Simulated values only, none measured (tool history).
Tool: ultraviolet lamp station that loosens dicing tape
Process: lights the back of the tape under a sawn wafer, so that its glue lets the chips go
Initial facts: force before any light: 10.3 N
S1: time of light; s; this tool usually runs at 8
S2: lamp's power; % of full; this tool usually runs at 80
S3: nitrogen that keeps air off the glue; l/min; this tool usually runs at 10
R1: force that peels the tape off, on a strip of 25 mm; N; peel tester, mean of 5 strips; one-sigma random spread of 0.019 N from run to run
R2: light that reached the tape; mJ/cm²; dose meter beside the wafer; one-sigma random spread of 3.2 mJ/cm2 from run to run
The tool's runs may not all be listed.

run,hour,S1,S2,S3,R1,R2
1,0.0,8,80,10,0.893,498
2,38.3,8,80,10,0.898,488
3,104.4,8,80,10,0.886,495
4,135.9,8,80,10,0.882,497
5,187.0,8,80,10,0.902,492
6,227.0,10,80,10,0.506,617
# hour 272.3: window cleaned of glue's vapour
7,290.3,10,80,10,0.545,619
8,322.3,10,80,10,0.526,625
9,380.1,10,80,10,0.551,616
10,429.8,10,80,10,0.553,617
11,487.6,10,80,10,0.533,619
12,521.6,10,80,10,0.495,620
13,553.0,8,80,10,0.883,495
14,600.7,8,80,10,0.844,498
# hour 623.9: window cleaned of glue's vapour
15,629.0,12,80,10,0.355,742
16,685.5,12,80,10,0.353,742
17,717.5,12,80,10,0.329,744
18,760.4,8,80,10,0.884,494
19,793.7,8,80,10,0.858,493
20,839.9,8,80,10,0.912,494
21,877.9,8,80,9,0.919,491
22,939.0,8,98,9,0.594,608
# hour 972.3: window cleaned of glue's vapour
23,972.3,10,63,10,0.910,488
24,1017.1,10,63,19,0.657,485
25,1067.4,8,86,14,0.643,533
26,1131.1,5,86,7,2.228,335
27,1166.0,15,76,10,0.223,876
28,1231.9,15,79,4,0.400,917
29,1273.3,15,79,4,0.408,917
# hour 1322.9: window cleaned of glue's vapour
30,1330.8,5,95,6,2.033,368
31,1383.6,5,95,6,2.037,369
32,1415.7,4,73,19,2.759,223
33,1478.9,11,80,8,0.491,679
34,1509.0,8,94,10,0.619,578
35,1561.4,13,71,17,0.282,703
36,1627.6,8,66,10,1.331,403
37,1657.2,8,66,10,1.368,405
# hour 1676.1: window cleaned of glue's vapour
38,1713.4,8,66,10,1.386,409
39,1744.3,7,74,20,1.022,395
40,1774.7,7,74,20,1.048,396
41,1823.4,9,74,18,0.588,515
42,1857.6,9,74,18,0.604,514

Alternative continuations, all from the tool just after run 42; predict every row:
A,1914.6,11,88,4,?,?
B,1914.6,5,80,10,?,?
C,1914.6,6,95,17,?,?
D,1914.6,5,99,14,?,?
E,1914.6,7,77,4,?,?

run,R1,R2
A,0.648,741
B,2.122,308
C,0.881,436
D,1.287,383
E,2.105,418
With no hidden state in the tool, these same runs would have given:
run,R1,R2
A,0.644,744
B,2.113,309
C,0.876,437
D,1.280,384
E,2.096,419
